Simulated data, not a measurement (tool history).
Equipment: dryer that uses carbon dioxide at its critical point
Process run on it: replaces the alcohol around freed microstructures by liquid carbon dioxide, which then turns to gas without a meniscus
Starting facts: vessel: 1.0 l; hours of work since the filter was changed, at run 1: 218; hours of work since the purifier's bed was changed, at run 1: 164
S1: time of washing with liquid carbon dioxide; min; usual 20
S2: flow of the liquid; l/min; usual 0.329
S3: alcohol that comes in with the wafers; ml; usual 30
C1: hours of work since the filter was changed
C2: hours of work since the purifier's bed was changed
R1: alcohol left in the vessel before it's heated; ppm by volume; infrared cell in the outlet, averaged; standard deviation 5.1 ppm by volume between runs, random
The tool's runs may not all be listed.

run,day,S1,S2,S3,C1,C2,R1
1,0.000,20,0.329,30,218,164,113
2,0.433,20,0.329,33,224,171,131
3,0.988,20,0.329,33,233,179,126
4,1.621,20,0.329,30,242,189,110
5,2.221,20,0.329,30,251,198,133
6,2.875,20,0.329,30,261,208,123
7,3.488,17,0.329,30,270,217,289
8,3.971,17,0.329,30,278,224,292
9,4.638,32,0.329,30,288,234,22
10,5.004,12,0.329,30,293,240,1110
11,5.283,12,0.329,30,297,244,1127
12,5.917,12,0.329,30,307,253,1139
13,6.246,12,0.329,30,312,258,1172
# day 6.621: inlet filter changed
14,6.650,12,0.329,30,0,264,732
15,6.988,20,0.329,30,6,269,76
16,7.438,20,0.329,30,12,276,76
17,7.996,20,0.329,30,21,284,80
18,8.617,20,0.329,30,30,294,90
19,9.175,20,0.329,30,38,302,87
20,9.588,20,0.329,30,45,308,84
21,10.175,20,0.329,21,54,317,63
22,10.575,20,0.538,30,60,323,21
23,11.133,24,0.276,30,68,331,86
24,11.646,13,0.225,21,76,339,1367
25,12.029,22,0.220,96,81,345,1033
26,12.483,22,0.220,96,88,352,1057
27,13.008,25,0.439,30,96,360,22
28,13.388,25,0.439,30,102,365,27
29,14.000,25,0.439,41,111,375,24
30,14.658,19,0.329,51,121,385,200
31,15.012,22,0.276,54,126,390,246
32,15.708,24,0.340,43,137,400,52
33,16.233,24,0.340,43,145,408,58
34,16.692,17,0.340,103,152,415,603
35,17.204,16,0.324,38,159,423,401
36,17.746,20,0.329,36,168,431,125
37,18.296,20,0.214,79,176,439,1661
38,18.650,17,0.329,30,181,445,239
39,19.275,17,0.329,30,191,454,249
40,19.846,17,0.293,30,199,463,417
41,20.321,30,0.280,83,206,470,78
42,20.938,30,0.276,83,216,479,91
43,21.338,30,0.497,69,222,485,38

4 ways to go on from here, each from the tool as it stands after run 43. What would each give?
A,21.933,21,0.311,117,231,494,?
B,21.933,14,0.473,38,231,494,?
C,21.933,30,0.350,106,231,494,?
D,21.933,26,0.270,34,231,494,?

run,R1
A,442
B,171
C,45
D,113
With no hidden state in the tool, these same runs would have given:
run,R1
A,230
B,81
C,11
D,51
